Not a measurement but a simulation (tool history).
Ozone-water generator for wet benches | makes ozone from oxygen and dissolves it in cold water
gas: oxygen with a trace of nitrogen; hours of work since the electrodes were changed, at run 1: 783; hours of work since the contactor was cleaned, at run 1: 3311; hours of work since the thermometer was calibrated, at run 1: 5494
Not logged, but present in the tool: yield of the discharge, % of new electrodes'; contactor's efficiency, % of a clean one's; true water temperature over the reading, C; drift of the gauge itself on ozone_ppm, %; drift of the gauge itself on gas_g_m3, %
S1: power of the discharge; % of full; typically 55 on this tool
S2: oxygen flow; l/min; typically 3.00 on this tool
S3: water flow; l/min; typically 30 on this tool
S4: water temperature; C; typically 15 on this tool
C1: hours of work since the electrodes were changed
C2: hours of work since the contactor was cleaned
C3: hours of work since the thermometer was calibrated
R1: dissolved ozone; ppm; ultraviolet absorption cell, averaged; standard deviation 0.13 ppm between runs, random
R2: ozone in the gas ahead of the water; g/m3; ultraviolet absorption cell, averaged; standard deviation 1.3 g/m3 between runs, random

Run 1, hour 0.0: usual settings; C1 783; C2 3311; C3 5494. Result: R1 13.9 ppm, R2 227.2 g/m3.
Run 2, hour 17.1: usual settings; C1 799; C2 3327; C3 5510. Result: R1 13.9 ppm, R2 228.7 g/m3.
Run 3, hour 41.9: usual settings; C1 823; C2 3351; C3 5534. Result: R1 13.9 ppm, R2 227.0 g/m3.
Run 4, hour 57.9: usual settings; C1 838; C2 3366; C3 5549. Result: R1 14.1 ppm, R2 226.5 g/m3.
Run 5, hour 87.2: usual settings; C1 866; C2 3394; C3 5577. Result: R1 14.1 ppm, R2 226.5 g/m3.
Run 6, hour 101.9: usual settings but S3 33 l/min; C1 880; C2 3408; C3 5591. Result: R1 12.7 ppm, R2 225.8 g/m3.
Run 7, hour 130.5: usual settings but S3 47 l/min; C1 908; C2 3436; C3 5618. Result: R1 9.0 ppm, R2 227.3 g/m3.
Run 8, hour 146.1: usual settings but S3 47 l/min; C1 922; C2 3450; C3 5633. Result: R1 9.3 ppm, R2 228.8 g/m3.
Run 9, hour 170.3: usual settings but S1 48 % of full; C1 945; C2 3473; C3 5656. Result: R1 12.8 ppm, R2 206.2 g/m3.
At hour 182.6: water thermometer calibrated.
Run 10, hour 188.6: usual settings but S1 48 % of full; C1 962; C2 3490; C3 6. Result: R1 12.5 ppm, R2 206.1 g/m3.
Run 11, hour 207.5: usual settings; C1 980; C2 3508; C3 24. Result: R1 13.9 ppm, R2 224.0 g/m3.
Run 12, hour 221.0: usual settings but S1 53 % of full; C1 993; C2 3521; C3 37. Result: R1 13.6 ppm, R2 220.7 g/m3.
Run 13, hour 246.1: usual settings but S3 25 l/min; C1 1017; C2 3545; C3 61. Result: R1 16.4 ppm, R2 226.9 g/m3.
Run 14, hour 267.1: usual settings but S3 25 l/min; C1 1037; C2 3565; C3 81. Result: R1 16.5 ppm, R2 226.6 g/m3.
Run 15, hour 282.0: usual settings but S2 2.61 l/min, S3 25 l/min; C1 1052; C2 3579; C3 95. Result: R1 15.8 ppm, R2 245.7 g/m3.
Run 16, hour 307.8: usual settings but S2 2.61 l/min, S3 25 l/min; C1 1076; C2 3604; C3 119. Result: R1 16.0 ppm, R2 247.1 g/m3.
Run 17, hour 331.7: usual settings but S1 43 % of full; C1 1099; C2 3627; C3 142. Result: R1 11.6 ppm, R2 188.3 g/m3.
Run 18, hour 347.4: usual settings but S1 53 % of full, S2 3.53 l/min, S3 27 l/min; C1 1114; C2 3642; C3 157. Result: R1 15.4 ppm, R2 201.5 g/m3.
Run 19, hour 366.0: usual settings but S1 42 % of full, S2 3.27 l/min, S3 18 l/min, S4 7 C; C1 1132; C2 3659; C3 175. Result: R1 19.3 ppm, R2 173.2 g/m3.
Run 20, hour 390.2: usual settings but S1 81 % of full, S2 2.51 l/min, S3 27 l/min, S4 11 C; C1 1155; C2 3683; C3 198. Result: R1 20.0 ppm, R2 333.0 g/m3.
Run 21, hour 403.2: usual settings but S1 81 % of full, S2 2.51 l/min, S3 27 l/min, S4 11 C; C1 1167; C2 3695; C3 210. Result: R1 19.9 ppm, R2 333.5 g/m3.
Run 22, hour 432.3: usual settings but S1 81 % of full, S2 2.51 l/min, S3 27 l/min, S4 11 C; C1 1195; C2 3723; C3 238. Result: R1 20.2 ppm, R2 335.0 g/m3.
Run 23, hour 451.5: usual settings but S1 61 % of full, S2 4.86 l/min, S3 43 l/min, S4 10 C; C1 1213; C2 3741; C3 256. Result: R1 12.1 ppm, R2 182.7 g/m3.
Run 24, hour 477.2: usual settings but S3 41 l/min, S4 12 C; C1 1238; C2 3766; C3 281. Result: R1 10.6 ppm, R2 227.1 g/m3.
Run 25, hour 506.5: usual settings but S1 74 % of full, S4 10 C; C1 1266; C2 3793; C3 309. Result: R1 17.9 ppm, R2 278.5 g/m3.
Run 26, hour 536.6: usual settings but S2 2.61 l/min; C1 1294; C2 3822; C3 337. Result: R1 13.5 ppm, R2 242.3 g/m3.
Run 27, hour 555.5: usual settings but S2 2.61 l/min, S4 10 C; C1 1312; C2 3840; C3 356. Result: R1 14.1 ppm, R2 243.1 g/m3.
Run 28, hour 573.2: usual settings but S1 48 % of full, S3 41 l/min; C1 1329; C2 3857; C3 372. Result: R1 9.3 ppm, R2 200.0 g/m3.
Run 29, hour 598.1: usual settings but S1 43 % of full, S2 4.04 l/min, S3 22 l/min; C1 1353; C2 3881; C3 396. Result: R1 15.3 ppm, R2 155.9 g/m3.
Run 30, hour 612.6: usual settings but S1 43 % of full, S2 4.01 l/min, S3 22 l/min; C1 1367; C2 3895; C3 410. Result: R1 15.3 ppm, R2 156.7 g/m3.
Run 31, hour 633.5: usual settings but S1 43 % of full, S2 4.01 l/min, S3 22 l/min; C1 1387; C2 3914; C3 430. Result: R1 15.5 ppm, R2 156.3 g/m3.
Run 32, hour 659.8: usual settings but S1 43 % of full, S2 4.01 l/min, S3 22 l/min; C1 1412; C2 3940; C3 455. Result: R1 15.3 ppm, R2 157.1 g/m3.
Run 33, hour 687.5: usual settings but S3 25 l/min, S4 19 C; C1 1438; C2 3966; C3 481. Result: R1 15.7 ppm, R2 223.7 g/m3.

For some of the steps in R1 from one run to the next: how much would appear even if the tool had no hidden state, given the settings, what came in and random variation, and how much remains for the hidden state plus any gauge scatter that the measured result and the result without hidden state don't share?
Run 19 -> 20: S1 42 -> 81, S2 3.27 -> 2.51, S3 18 -> 27, S4 7 -> 11. R1 +0.7 ppm: hidden state -0.5, all else +1.2.
Run 22 -> 23: S1 81 -> 61, S2 2.51 -> 4.86, S3 27 -> 43, S4 11 -> 10. R1 -8.1 ppm: hidden state +0.7, all else -8.8.
Run 24 -> 25: S1 55 -> 74, S3 41 -> 30, S4 12 -> 10. R1 +7.3 ppm: hidden state -0.7, all else +8.0.
Run 28 -> 29: S1 48 -> 43, S2 3.00 -> 4.04, S3 41 -> 22. R1 +6.0 ppm: hidden state -0.4, all else +6.4.
